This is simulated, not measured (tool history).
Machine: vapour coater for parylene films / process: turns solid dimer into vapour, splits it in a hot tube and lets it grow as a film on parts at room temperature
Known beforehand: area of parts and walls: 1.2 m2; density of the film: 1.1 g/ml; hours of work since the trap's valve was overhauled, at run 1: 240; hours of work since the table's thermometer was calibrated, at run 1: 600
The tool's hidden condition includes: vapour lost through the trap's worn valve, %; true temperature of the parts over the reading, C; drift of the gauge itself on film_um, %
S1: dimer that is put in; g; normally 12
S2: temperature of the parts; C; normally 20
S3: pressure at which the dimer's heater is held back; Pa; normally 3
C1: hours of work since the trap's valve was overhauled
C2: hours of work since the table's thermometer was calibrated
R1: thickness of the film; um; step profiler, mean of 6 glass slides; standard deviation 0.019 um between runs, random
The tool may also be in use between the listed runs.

run	hour	S1	S2	S3	C1	C2	R1
1	0	12	20	3	240	600	5.11
# hour 12.3: trap's valve overhauled
2	23.6	12	20	4.44	9	615	4.78
3	35.1	12	20	4.44	18	624	4.79
4	46.1	12	20	3	26	633	5.17
5	61	12	20	3	37	644	5.14
6	85.2	12	20	3	56	663	5.14
7	101.4	12	20	3	68	675	5.12
8	117.7	12	16	3	81	688	6.01
9	137.4	12	16	3	96	703	6.02
10	148	12	16	3	104	711	6
11	171.1	12	16	3	122	729	6.01
12	187.9	12	29	3	135	741	3.65
13	208.5	12	29	3	151	757	3.65
14	220.8	12	29	3	160	767	3.65
15	234.2	12	20	3	170	777	5.16
16	245.7	12	20	3	179	786	5.18
17	263.7	12	15	3	193	800	6.25
18	276.6	12	20	10.14	203	810	4.1
19	295.8	14	14	10.14	218	824	6.08
20	316	14	18	10.14	233	840	5.21
21	327.5	7	14	8.8	242	849	3.11
# hour 337.4: trap's valve overhauled
22	351	8	19	9.03	10	864	2.91
23	361.3	6	19	9.07	18	872	2.18
24	386.4	6	12	9.07	38	891	2.88
25	409.6	6	32	9.07	55	909	1.33
26	421.3	6	32	5.65	64	918	1.44
27	445.9	7	29	2.26	83	937	2.25
28	461.8	7	29	2.26	96	949	2.25
29	474.1	7	29	2.26	105	958	2.24
30	488.3	7	29	2.26	116	969	2.24
31	505.8	22	20	2.21	129	983	10
32	517.5	12	13	11.32	138	992	5.3
33	537.9	6	13	7.02	154	1007	2.91
34	548.9	13	17	5.55	162	1016	5.59
35	569.8	14	30	2.26	178	1032	4.26
36	590.3	14	30	2.26	194	1048	4.31

Across each entry between runs, compare the hidden state at the last listed run before it with the hidden state at the first listed run after it:
In the gap between runs 1 and 2: trap's valve overhauled (hour 12.3)
  vapour lost through the trap's worn valve, %: 0.2 -> 0
In the gap between runs 21 and 22: trap's valve overhauled (hour 337.4)
  vapour lost through the trap's worn valve, %: 0.2 -> 0
